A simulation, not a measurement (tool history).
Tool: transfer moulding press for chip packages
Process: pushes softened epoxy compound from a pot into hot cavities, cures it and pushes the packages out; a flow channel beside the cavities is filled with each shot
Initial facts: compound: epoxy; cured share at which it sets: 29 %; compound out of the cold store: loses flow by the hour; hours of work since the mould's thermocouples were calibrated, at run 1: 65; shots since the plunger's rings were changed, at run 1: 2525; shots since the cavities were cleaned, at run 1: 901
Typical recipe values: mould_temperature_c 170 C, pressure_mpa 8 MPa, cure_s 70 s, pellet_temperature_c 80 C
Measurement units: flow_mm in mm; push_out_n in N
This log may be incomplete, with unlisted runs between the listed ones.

run	hour	mould_temperature_c	pressure_mpa	cure_s	pellet_temperature_c	hours of work since the mould's thermocouples were calibrated	shots since the plunger's rings were changed	shots since the cavities were cleaned	incoming compound's hours out of the cold store	flow_mm	push_out_n
1	0	170	8	70	80	65	2525	901	45.3	571	337
# hour 4.4: cavities cleaned with cleaning compound and waxed
2	12.7	170	8	70	80	72	2716	141	23.4	621	272
3	25	170	8	70	80	81	2925	350	9.6	662	308
# hour 35.3: plunger's sealing rings changed
4	35.7	170	8	70	80	87	7	490	27.8	646	317
5	45.1	170	8	70	80	93	167	650	21.2	660	338
6	58.4	170	8	70	80	102	391	874	21	654	357
# hour 63.8: cavities cleaned with cleaning compound and waxed
7	66.4	170	8	70	80	107	503	44	27.9	636	259
8	78.3	170	8	70	80	115	705	246	24.1	646	305
9	86.4	170	8	70	80	120	843	384	20.8	654	326
10	92	170	8	70	80	124	938	479	10.4	681	357
11	100.9	170	8	70	80	130	1089	630	16.1	665	335
12	109.2	170	8	70	80	136	1230	771	15.3	661	350
# hour 120.5: cavities cleaned with cleaning compound and waxed
13	121.7	170	8	70	80	144	1417	20	33	614	252
14	133.9	170	8	70	80	152	1625	228	39.6	597	284
15	145.8	170	7.82	64	80	160	1828	431	24.8	628	400
16	158.5	170	7.82	64	80	169	2043	646	44.8	570	383
17	170.6	170	7.82	64	80	177	2250	853	11.6	654	429
# hour 177.9: cavities cleaned with cleaning compound and waxed
18	184.7	174	7.45	67	74	186	2464	117	41.4	553	240
19	197.3	174	7.45	67	74	195	2678	331	39.5	556	275
20	208.2	174	7.45	67	74	202	2863	516	30.2	573	272
# hour 221.6: plunger's sealing rings changed
21	222.8	165	8	70	80	211	22	723	38.8	635	483
22	229.3	170	8	105	80	215	132	833	14	683	267
23	235	170	8	105	80	219	229	930	42.8	602	257
# hour 237.7: cavities cleaned with cleaning compound and waxed
24	244.8	170	8.02	70	73	225	369	121	42.9	604	269
25	252.4	170	6.13	70	73	230	498	250	38.2	537	296
26	262.5	172	6.13	70	73	237	670	422	8.1	599	304
27	275.1	178	8	70	80	245	885	637	25.2	617	261
28	282.9	175	8.56	78	79	251	1018	770	16.3	671	272

Pick out some run-to-run changes in flow_mm. Of each, how much would a tool without hidden state show as well, from the settings, what came in and chance, and how much is left for the hidden state and any gauge scatter not in both results compared?
Unlogged tool condition in this case: true mould temperature over the reading, C; pressure that reaches the compound, % of what is set; grip of the stained cavities, % over clean ones'; drift of the gauge itself on flow_mm, %; drift of the gauge itself on push_out_n, %.
Run 3 -> 4: plunger's sealing rings changed. flow_mm -16 mm: hidden state +37, all else -53.
Run 16 -> 17: settings left as they were, no log entry in between. flow_mm +84 mm: hidden state -6, all else +90.
Run 17 -> 18: mould_temperature_c 170 -> 174, pressure_mpa 7.82 -> 7.45, cure_s 64 -> 67, pellet_temperature_c 80 -> 74, cavities cleaned with cleaning compound and waxed. flow_mm -101 mm: hidden state +1, all else -102.
Run 20 -> 21: mould_temperature_c 174 -> 165, pressure_mpa 7.45 -> 8, cure_s 67 -> 70, pellet_temperature_c 74 -> 80, plunger's sealing rings changed. flow_mm +62 mm: hidden state +29, all else +33.

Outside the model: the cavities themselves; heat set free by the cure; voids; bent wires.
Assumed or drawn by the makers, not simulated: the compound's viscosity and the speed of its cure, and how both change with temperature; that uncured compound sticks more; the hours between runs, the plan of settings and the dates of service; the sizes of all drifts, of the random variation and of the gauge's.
